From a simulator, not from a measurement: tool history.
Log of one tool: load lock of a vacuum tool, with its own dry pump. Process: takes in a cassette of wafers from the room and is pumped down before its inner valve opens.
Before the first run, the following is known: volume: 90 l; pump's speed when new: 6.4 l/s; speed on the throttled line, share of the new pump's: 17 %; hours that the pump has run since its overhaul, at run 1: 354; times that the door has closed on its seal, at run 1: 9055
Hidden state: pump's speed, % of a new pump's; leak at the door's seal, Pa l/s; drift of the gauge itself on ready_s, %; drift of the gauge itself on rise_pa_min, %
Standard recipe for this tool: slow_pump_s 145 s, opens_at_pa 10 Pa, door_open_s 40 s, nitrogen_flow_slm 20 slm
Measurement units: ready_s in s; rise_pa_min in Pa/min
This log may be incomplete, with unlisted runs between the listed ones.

run	day	slow_pump_s	opens_at_pa	door_open_s	nitrogen_flow_slm	hours that the pump has run since its overhaul	times that the door has closed on its seal	incoming humidity of the room's air, %	ready_s	rise_pa_min
1	0	145	10	40	20	354	9055	46.4	250.5	0.053
2	6.721	145	10	40	20	515	9278	42.5	252	0.055
3	16.05	145	10	40	20	739	9588	47.1	251.1	0.057
4	26.346	145	10	40	20	986	9930	46.4	254.7	0.057
5	36.25	145	10	40	20	1224	10259	47	250.5	0.059
6	43.088	145	10	40	20	1388	10487	44.9	254.3	0.065
7	52.196	145	10	40	20	1606	10789	42.3	254.7	0.065
8	60.962	145	10	84	20	1817	11081	43.5	255.7	0.07
9	65.858	145	10	84	20	1934	11244	47	254.6	0.076
10	74.154	145	10	40	9	2133	11519	44.3	255.7	0.066
11	83.983	145	10	40	9	2369	11846	42.5	255.4	0.074
12	92.883	145	10	40	9	2583	12142	46.8	254.8	0.067
13	98.983	145	13	40	20	2729	12345	45.5	252.7	0.07
14	107.717	145	10	40	19	2939	12635	42.6	255.4	0.074
15	118.367	145	10	40	20	3194	12989	48.4	255.9	0.077
16	126.421	145	10	40	20	3388	13256	45.2	257.1	0.072
17	135.908	145	10	40	6	3615	13572	44.2	258.9	0.076
18	145.304	145	10	40	20	3841	13884	46.9	257.6	0.075
19	155.975	181	10	225	29	4097	14239	43.3	286	0.106
20	166.275	181	10	225	29	4344	14581	43.6	287.5	0.103
21	175.625	145	10	40	12	4569	14892	47.5	260.5	0.088
22	181.738	160	10	40	30	4715	15095	43.4	270.1	0.082
23	189.158	145	16	126	31	4893	15342	43.6	250.9	0.09
24	194.983	120	18	31	28	5033	15535	43.1	231.4	0.085
25	200.125	124	12	31	28	5157	15706	44.3	236	0.083
26	209.888	124	19	31	7	5391	16031	43.1	232	0.092
27	221.283	124	13	125	27	5664	16409	47.2	240.6	0.105
28	227.475	145	9	40	20	5813	16615	45.3	260.3	0.096
29	233.862	145	9	40	7	5966	16827	46.5	260	0.105
30	244.867	145	9	40	7	6230	17193	43	263.5	0.108

Estimate the outcome of run 31 from the log above:
31	250.829	191	9	40	10	6374	17391	44.9	?	?

{"run 31": {"ready_s": 299.9, "rise_pa_min": 0.107}}
Without the tool's hidden state the same run would have given ready_s 289.3 s, rise_pa_min 0.018 Pa/min.
